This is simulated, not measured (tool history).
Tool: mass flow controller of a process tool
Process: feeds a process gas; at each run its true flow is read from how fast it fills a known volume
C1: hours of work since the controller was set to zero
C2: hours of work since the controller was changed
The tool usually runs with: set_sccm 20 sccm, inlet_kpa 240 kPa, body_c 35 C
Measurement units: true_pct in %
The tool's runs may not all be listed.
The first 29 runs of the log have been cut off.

Run 30, day 219.992: usual settings but set_sccm 5 sccm, inlet_kpa 142 kPa, body_c 24 C; C1 2114; C2 7505. Result: true_pct 103.36 %.
Run 31, day 224.625: usual settings but set_sccm 5 sccm, inlet_kpa 142 kPa, body_c 24 C; C1 2199; C2 7589. Result: true_pct 103.54 %.
Run 32, day 234.946: usual settings but set_sccm 18 sccm, inlet_kpa 142 kPa, body_c 36 C; C1 2387; C2 7777. Result: true_pct 100.67 %.
Run 33, day 240.488: usual settings but set_sccm 42 sccm, inlet_kpa 176 kPa, body_c 27 C; C1 2488; C2 7878. Result: true_pct 101.58 %.
Run 34, day 250.608: usual settings but set_sccm 46 sccm, inlet_kpa 179 kPa, body_c 34 C; C1 2672; C2 8063. Result: true_pct 100.99 %.
At day 258: controller exchanged for a calibrated one.
Run 35, day 258: usual settings but set_sccm 46 sccm, inlet_kpa 179 kPa, body_c 34 C; C1 0; C2 0. Result: true_pct 98.72 %.
Run 36, day 266.85: usual settings but set_sccm 46 sccm, inlet_kpa 179 kPa, body_c 34 C; C1 161; C2 161. Result: true_pct 98.91 %.
Run 37, day 272.9: usual settings but set_sccm 30 sccm, inlet_kpa 191 kPa, body_c 34 C; C1 272; C2 272. Result: true_pct 98.92 %.

Alternative continuations, all from the tool just after run 37; predict every row:
Run A, day 280.983: usual settings but set_sccm 11 sccm, inlet_kpa 199 kPa, body_c 25 C; C1 419; C2 419. Result: true_pct ?.
Run B, day 280.983: usual settings but set_sccm 9 sccm, inlet_kpa 230 kPa, body_c 31 C; C1 419; C2 419. Result: true_pct ?.
Run C, day 280.983: usual settings but set_sccm 30 sccm, inlet_kpa 191 kPa, body_c 31 C; C1 419; C2 419. Result: true_pct ?.

run  true_pct
  A     99.44
  B     99.16
  C     99.05
Had the tool no hidden state, the same runs would have come out as:
run  true_pct
  A     99.36
  B     99.02
  C     99.13
